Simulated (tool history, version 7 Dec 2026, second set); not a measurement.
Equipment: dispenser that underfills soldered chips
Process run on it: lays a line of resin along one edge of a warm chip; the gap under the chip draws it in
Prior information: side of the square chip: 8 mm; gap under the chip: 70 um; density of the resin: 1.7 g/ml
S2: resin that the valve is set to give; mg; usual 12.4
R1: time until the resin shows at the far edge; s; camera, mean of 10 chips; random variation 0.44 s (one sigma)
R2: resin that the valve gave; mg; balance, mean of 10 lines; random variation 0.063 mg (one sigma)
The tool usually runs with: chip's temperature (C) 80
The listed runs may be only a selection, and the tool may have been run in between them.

Run 1, day 0: usual settings. Result: R1 31 s, R2 12.01 mg.
Run 2, day 0.217: usual settings. Result: R1 35.5 s, R2 11.79 mg.
Run 3, day 0.362: usual settings but chip's temperature (C) 92. Result: R1 24.1 s, R2 11.91 mg.
Run 4, day 0.588: usual settings. Result: R1 34.6 s, R2 11.84 mg.
Run 5, day 0.8: usual settings but chip's temperature (C) 74. Result: R1 52 s, R2 11.81 mg.
Run 6, day 0.971: usual settings but chip's temperature (C) 74. Result: R1 44.8 s, R2 11.79 mg.
Run 7, day 1.221: usual settings but chip's temperature (C) 74. Result: R1 53.5 s, R2 11.72 mg.
Run 8, day 1.438: usual settings but chip's temperature (C) 74. Result: R1 42 s, R2 12.38 mg.
Run 9, day 1.654: usual settings but chip's temperature (C) 74. Result: R1 50.1 s, R2 12.26 mg.
Run 10, day 1.862: usual settings but chip's temperature (C) 70, S2 15.4 mg. Result: R1 51 s, R2 15.33 mg.
Run 11, day 2.071: usual settings but chip's temperature (C) 92, S2 15.6 mg. Result: R1 22.9 s, R2 15.59 mg.
Run 12, day 2.221: usual settings but chip's temperature (C) 92, S2 15.6 mg. Result: R1 18.6 s, R2 15.24 mg.
Run 13, day 2.5: usual settings but chip's temperature (C) 92, S2 15.6 mg. Result: R1 21.5 s, R2 15.46 mg.
Run 14, day 2.671: usual settings but chip's temperature (C) 92, S2 15.6 mg. Result: R1 18.6 s, R2 15.43 mg.
Run 15, day 2.867: usual settings but chip's temperature (C) 92, S2 15.6 mg. Result: R1 21.8 s, R2 15.49 mg.
Run 16, day 3.083: usual settings but chip's temperature (C) 74, S2 13.6 mg. Result: R1 39.8 s, R2 13.39 mg.
Run 17, day 3.333: usual settings but chip's temperature (C) 66, S2 14.1 mg. Result: R1 68.2 s, R2 13.82 mg.

Not shown here: 8 entries made in the log between runs. Locate each between two listed runs and compare the hidden state at the listed run before it with the hidden state at the listed run after it:
Run 3 -> run 4: new syringe of resin (day 0.417)
  resin's viscosity, % of fresh resin's: 128.9 -> 111.4; dose that the valve gives, % of what is set: 95.55 -> 95.34; true chip temperature over the reading, C: 0.67 -> 0.69
  difference, measured minus the result without the unlogged condition, R1: +4.9 -> +2.7 s; R2: -0.55 -> -0.57 mg
Run 5 -> run 6: new syringe of resin (day 0.854)
  resin's viscosity, % of fresh resin's: 128.6 -> 110.4; dose that the valve gives, % of what is set: 95.14 -> 94.99; true chip temperature over the reading, C: 0.7 -> 0.71
  difference, measured minus the result without the unlogged condition, R1: +10.6 -> +3.2 s; R2: -0.6 -> -0.62 mg
Run 7 -> run 8: new syringe of resin (day 1.292); dispensing valve cleaned and set on the balance (day 1.392)
  resin's viscosity, % of fresh resin's: 131.1 -> 107.1; dose that the valve gives, % of what is set: 94.76 -> 100.01
  difference, measured minus the result without the unlogged condition, R1: +11.4 -> +1.5 s; R2: -0.65 -> +0 mg
Run 9 -> run 10: new syringe of resin (day 1.767)
  resin's viscosity, % of fresh resin's: 124.3 -> 107.4; dose that the valve gives, % of what is set: 99.77 -> 99.59; true chip temperature over the reading, C: 0.75 -> 0.76
  difference, measured minus the result without the unlogged condition, R1: +8.4 -> +1.8 s; R2: -0.03 -> -0.06 mg
Run 11 -> run 12: new syringe of resin (day 2.196)
  resin's viscosity, % of fresh resin's: 124 -> 99; dose that the valve gives, % of what is set: 99.39 -> 99.26; true chip temperature over the reading, C: 0.77 -> 0.78
  difference, measured minus the result without the unlogged condition, R1: +3.8 -> -0.7 s; R2: -0.1 -> -0.11 mg
Run 13 -> run 14: new syringe of resin (day 2.633)
  resin's viscosity, % of fresh resin's: 119.6 -> 102.9; dose that the valve gives, % of what is set: 98.98 -> 98.84; true chip temperature over the reading, C: 0.8 -> 0.81
  difference, measured minus the result without the unlogged condition, R1: +3 -> -0.1 s; R2: -0.16 -> -0.18 mg
Run 15 -> run 16: new syringe of resin (day 3.071)
  resin's viscosity, % of fresh resin's: 117.5 -> 101.2; dose that the valve gives, % of what is set: 98.66 -> 98.47; true chip temperature over the reading, C: 0.82 -> 0.84
  difference, measured minus the result without the unlogged condition, R1: +2.6 -> -1 s; R2: -0.21 -> -0.21 mg

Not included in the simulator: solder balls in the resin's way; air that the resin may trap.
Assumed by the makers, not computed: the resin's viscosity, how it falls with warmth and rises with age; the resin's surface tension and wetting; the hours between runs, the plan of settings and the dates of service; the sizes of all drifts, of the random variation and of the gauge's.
